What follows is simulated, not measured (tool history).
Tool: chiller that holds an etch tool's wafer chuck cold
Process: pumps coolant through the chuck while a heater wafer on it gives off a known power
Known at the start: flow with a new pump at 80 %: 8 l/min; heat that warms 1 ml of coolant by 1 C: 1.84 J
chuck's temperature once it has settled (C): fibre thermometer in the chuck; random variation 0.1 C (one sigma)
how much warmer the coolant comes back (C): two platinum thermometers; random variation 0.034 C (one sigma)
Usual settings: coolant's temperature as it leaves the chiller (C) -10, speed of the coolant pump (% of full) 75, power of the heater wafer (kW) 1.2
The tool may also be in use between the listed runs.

| run | hour | coolant's temperature as it leaves the chiller (C) | speed of the coolant pump (% of full) | power of the heater wafer (kW) | chuck's temperature once it has settled (C) | how much warmer the coolant comes back (C) |
|---|---|---|---|---|---|---|
| 1 | 0 | -10 | 75 | 1.2 | -0.9 | 5.24 |
| 2 | 73.9 | -10 | 75 | 1.2 | -0.9 | 5.18 |
| 3 | 134.2 | -10 | 75 | 1.2 | -0.9 | 5.2 |
| 4 | 196.7 | -10 | 75 | 1.2 | -1.1 | 5.14 |
| 5 | 288.2 | -10 | 75 | 1.2 | -1.1 | 5.15 |
| 6 | 366.1 | -10 | 75 | 1.2 | -1 | 5.18 |
| 7 | 481.2 | -9 | 75 | 1.2 | 0 | 5.12 |
| 8 | 581.9 | -10 | 89 | 1.2 | -2.2 | 4.29 |
| 9 | 714.6 | -10 | 89 | 1.2 | -2.1 | 4.23 |
| 10 | 780.9 | -10 | 89 | 1.2 | -2 | 4.27 |
| 11 | 910.8 | -10 | 75 | 1.2 | -1 | 5.04 |
|  | 1034.1 | chiller's thermometer calibrated |
| 12 | 1044.9 | -10 | 75 | 1.2 | -1 | 5.12 |
| 13 | 1117.1 | -15 | 75 | 1.2 | -6 | 4.99 |
| 14 | 1202.6 | -10 | 75 | 1.2 | -1.2 | 5.08 |
| 15 | 1277.8 | -10 | 75 | 1.2 | -1.1 | 5.03 |
| 16 | 1387.7 | -10 | 75 | 1.2 | -1.1 | 5.03 |
| 17 | 1489.2 | -10 | 75 | 1.2 | -1.2 | 4.94 |
| 18 | 1610.5 | -6 | 86 | 1.2 | 2.1 | 4.31 |
| 19 | 1741.2 | -6 | 86 | 1.2 | 2 | 4.28 |
| 20 | 1865.8 | -6 | 86 | 1.2 | 2.2 | 4.29 |
| 21 | 1939.8 | -6 | 97 | 1.2 | 1.3 | 3.73 |
| 22 | 2023.3 | -13 | 75 | 1.774 | 0.1 | 7.43 |
| 23 | 2085.7 | -7 | 98 | 0.814 | -2.4 | 2.38 |
| 24 | 2143 | -7 | 98 | 0.814 | -2.2 | 2.42 |
| 25 | 2211.9 | -8 | 78 | 0.702 | -3 | 2.62 |
|  | 2344 | gauge calibrated |
| 26 | 2344 | -8 | 92 | 1.431 | 1.2 | 5.03 |
| 27 | 2450.2 | -8 | 92 | 1.431 | 1.1 | 5.06 |
| 28 | 2536.2 | -10 | 75 | 1.2 | -1 | 5.22 |
| 29 | 2639.7 | -18 | 75 | 1.547 | -6.4 | 6.67 |
| 30 | 2764.6 | -15 | 85 | 0.902 | -8.8 | 3.37 |
| 31 | 2884.4 | -15 | 85 | 0.902 | -9 | 3.36 |
| 32 | 2959.9 | -2 | 66 | 1.397 | 9.6 | 6.73 |

Some steps in how much warmer the coolant comes back (C) between neighbouring runs. How much of each would the tool show without its hidden state too (settings, what came in, random variation), and how much is left for the hidden state, with any gauge scatter that isn't in both results?
The hidden state here: heat passed by the chuck's channels, % of clean ones'; flow at a given pump speed, % of a new pump's; coolant's true temperature over the reading, C; drift of the gauge itself on chuck_c, C; drift of the gauge itself on warmer_back_c, C.
Run 2 -> 3: no setting changed, nothing entered. how much warmer the coolant comes back (C) +0.02: hidden state -0.02, all else +0.04.
Run 16 -> 17: no setting changed, nothing entered. how much warmer the coolant comes back (C) -0.09: hidden state -0.03, all else -0.06.
Run 21 -> 22: coolant's temperature as it leaves the chiller (C) -6 -> -13, speed of the coolant pump (% of full) 97 -> 75, power of the heater wafer (kW) 1.2 -> 1.774. how much warmer the coolant comes back (C) +3.7: hidden state -0.01, all else +3.71.
Run 22 -> 23: coolant's temperature as it leaves the chiller (C) -13 -> -7, speed of the coolant pump (% of full) 75 -> 98, power of the heater wafer (kW) 1.774 -> 0.814. how much warmer the coolant comes back (C) -5.05: hidden state -0.01, all else -5.04.
Run 25 -> 26: speed of the coolant pump (% of full) 78 -> 92, power of the heater wafer (kW) 0.702 -> 1.431, gauge calibrated. how much warmer the coolant comes back (C) +2.41: hidden state +0.32, all else +2.09.
Run 31 -> 32: coolant's temperature as it leaves the chiller (C) -15 -> -2, speed of the coolant pump (% of full) 85 -> 66, power of the heater wafer (kW) 0.902 -> 1.397. how much warmer the coolant comes back (C) +3.37: hidden state +0, all else +3.37.
